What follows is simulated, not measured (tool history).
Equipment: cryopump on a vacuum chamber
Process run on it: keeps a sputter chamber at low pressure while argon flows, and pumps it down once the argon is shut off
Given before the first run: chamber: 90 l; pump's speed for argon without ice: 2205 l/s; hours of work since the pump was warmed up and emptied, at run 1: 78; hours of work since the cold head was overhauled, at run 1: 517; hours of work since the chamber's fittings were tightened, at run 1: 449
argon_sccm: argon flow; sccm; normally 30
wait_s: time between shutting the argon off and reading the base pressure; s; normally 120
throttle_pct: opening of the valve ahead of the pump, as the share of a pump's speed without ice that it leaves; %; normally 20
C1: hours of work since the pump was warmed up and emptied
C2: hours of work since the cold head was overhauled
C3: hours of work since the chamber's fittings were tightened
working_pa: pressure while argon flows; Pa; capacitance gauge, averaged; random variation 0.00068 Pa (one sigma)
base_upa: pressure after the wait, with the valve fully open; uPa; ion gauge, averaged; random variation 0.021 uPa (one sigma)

run 1 hour=0 | argon_sccm=30 wait_s=120 throttle_pct=20 | C1=78 C2=517 C3=449 | working_pa=0.1171 base_upa=0.41
run 2 hour=25.7 | argon_sccm=30 wait_s=120 throttle_pct=43 | C1=89 C2=528 C3=459 | working_pa=0.0546 base_upa=0.44
run 3 hour=42.9 | argon_sccm=30 wait_s=120 throttle_pct=36 | C1=95 C2=535 C3=466 | working_pa=0.0654 base_upa=0.42
run 4 hour=62.6 | argon_sccm=30 wait_s=120 throttle_pct=36 | C1=103 C2=542 C3=474 | working_pa=0.0653 base_upa=0.39
run 5 hour=96.8 | argon_sccm=30 wait_s=120 throttle_pct=36 | C1=117 C2=556 C3=488 | working_pa=0.0654 base_upa=0.41
run 6 hour=116.2 | argon_sccm=30 wait_s=120 throttle_pct=36 | C1=125 C2=564 C3=495 | working_pa=0.0662 base_upa=0.47
run 7 hour=150.4 | argon_sccm=30 wait_s=120 throttle_pct=36 | C1=139 C2=578 C3=509 | working_pa=0.0662 base_upa=0.43
run 8 hour=176.4 | argon_sccm=30 wait_s=120 throttle_pct=36 | C1=149 C2=588 C3=520 | working_pa=0.0662 base_upa=0.44
run 9 hour=208.3 | argon_sccm=30 wait_s=120 throttle_pct=36 | C1=162 C2=601 C3=532 | working_pa=0.067 base_upa=0.46
run 10 hour=236.7 | argon_sccm=58 wait_s=71 throttle_pct=43 | C1=173 C2=613 C3=544 | working_pa=0.1091 base_upa=0.62
run 11 hour=265.3 | argon_sccm=58 wait_s=71 throttle_pct=43 | C1=185 C2=624 C3=555 | working_pa=0.1103 base_upa=0.61
run 12 hour=282.6 | argon_sccm=58 wait_s=71 throttle_pct=43 | C1=192 C2=631 C3=562 | working_pa=0.1104 base_upa=0.63
run 13 hour=304.4 | argon_sccm=58 wait_s=71 throttle_pct=43 | C1=201 C2=640 C3=571 | working_pa=0.1096 base_upa=0.6
run 14 hour=323.5 | argon_sccm=58 wait_s=71 throttle_pct=43 | C1=208 C2=647 C3=579 | working_pa=0.1095 base_upa=0.63
run 15 hour=356.9 | argon_sccm=50 wait_s=28 throttle_pct=20 | C1=222 C2=661 C3=592 | working_pa=0.1971 base_upa=1.22

What if the next run were any one of these 3? Each begins from the tool's condition after run 15:
run A hour=387.4 | argon_sccm=59 wait_s=120 throttle_pct=20 | C1=234 C2=673 C3=604 | working_pa=? base_upa=?
run B hour=387.4 | argon_sccm=13 wait_s=118 throttle_pct=18 | C1=234 C2=673 C3=604 | working_pa=? base_upa=?
run C hour=387.4 | argon_sccm=23 wait_s=120 throttle_pct=25 | C1=234 C2=673 C3=604 | working_pa=? base_upa=?

run=A working_pa=0.2341 base_upa=0.5
run=B working_pa=0.0578 base_upa=0.47
run=C working_pa=0.0738 base_upa=0.43
Without the tool's unlogged condition, the same runs would have read:
run=A working_pa=0.2262 base_upa=0.41
run=B working_pa=0.0561 base_upa=0.38
run=C working_pa=0.0707 base_upa=0.34

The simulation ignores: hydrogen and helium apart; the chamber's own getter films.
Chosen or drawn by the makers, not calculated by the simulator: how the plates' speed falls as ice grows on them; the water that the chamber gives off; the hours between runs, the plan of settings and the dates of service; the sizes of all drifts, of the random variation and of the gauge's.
